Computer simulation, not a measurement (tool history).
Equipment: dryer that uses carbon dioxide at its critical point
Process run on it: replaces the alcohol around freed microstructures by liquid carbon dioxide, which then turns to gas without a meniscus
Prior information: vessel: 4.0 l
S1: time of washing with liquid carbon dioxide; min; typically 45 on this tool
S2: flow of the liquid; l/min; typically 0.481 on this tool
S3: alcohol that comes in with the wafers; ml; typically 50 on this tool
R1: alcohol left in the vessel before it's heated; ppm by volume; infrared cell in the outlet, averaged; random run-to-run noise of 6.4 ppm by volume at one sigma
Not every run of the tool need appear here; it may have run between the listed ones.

run 1 hour=0 | S1=45 S2=0.481 S3=50 | R1=349
run 2 hour=6.1 | S1=39 S2=0.481 S3=50 | R1=559
run 3 hour=16.4 | S1=45 S2=0.298 S3=50 | R1=1445
run 4 hour=26.1 | S1=45 S2=0.481 S3=47 | R1=337
run 5 hour=35.4 | S1=45 S2=0.481 S3=47 | R1=339
run 6 hour=39.9 | S1=45 S2=0.481 S3=50 | R1=373
run 7 hour=50.3 | S1=45 S2=0.481 S3=50 | R1=354
run 8 hour=54.8 | S1=41 S2=0.481 S3=50 | R1=513
run 9 hour=63.9 | S1=41 S2=0.481 S3=50 | R1=498
run 10 hour=74.3 | S1=41 S2=0.664 S3=50 | R1=144
run 11 hour=82.8 | S1=31 S2=0.747 S3=89 | R1=445
run 12 hour=93.6 | S1=31 S2=0.747 S3=89 | R1=485
run 13 hour=102 | S1=31 S2=0.747 S3=89 | R1=476
run 14 hour=109 | S1=45 S2=0.409 S3=50 | R1=653
run 15 hour=119.9 | S1=45 S2=0.409 S3=50 | R1=644
run 16 hour=129 | S1=33 S2=0.481 S3=45 | R1=884
run 17 hour=139.9 | S1=33 S2=0.481 S3=45 | R1=868
run 18 hour=148.1 | S1=33 S2=0.481 S3=45 | R1=871
run 19 hour=157.6 | S1=46 S2=0.638 S3=26 | R1=61

Branching from run 19: 4 alternative next runs. What would each branch give?
run A hour=165.1 | S1=46 S2=0.638 S3=77 | R1=?
run B hour=165.1 | S1=46 S2=0.433 S3=66 | R1=?
run C hour=165.1 | S1=44 S2=0.638 S3=39 | R1=?
run D hour=165.1 | S1=59 S2=0.577 S3=56 | R1=?

run=A R1=168
run=B R1=691
run=C R1=110
run=D R1=64
Stripped of hidden state, with their random variation kept, the same runs would have yielded:
run=A R1=100
run=B R1=488
run=C R1=66
run=D R1=33
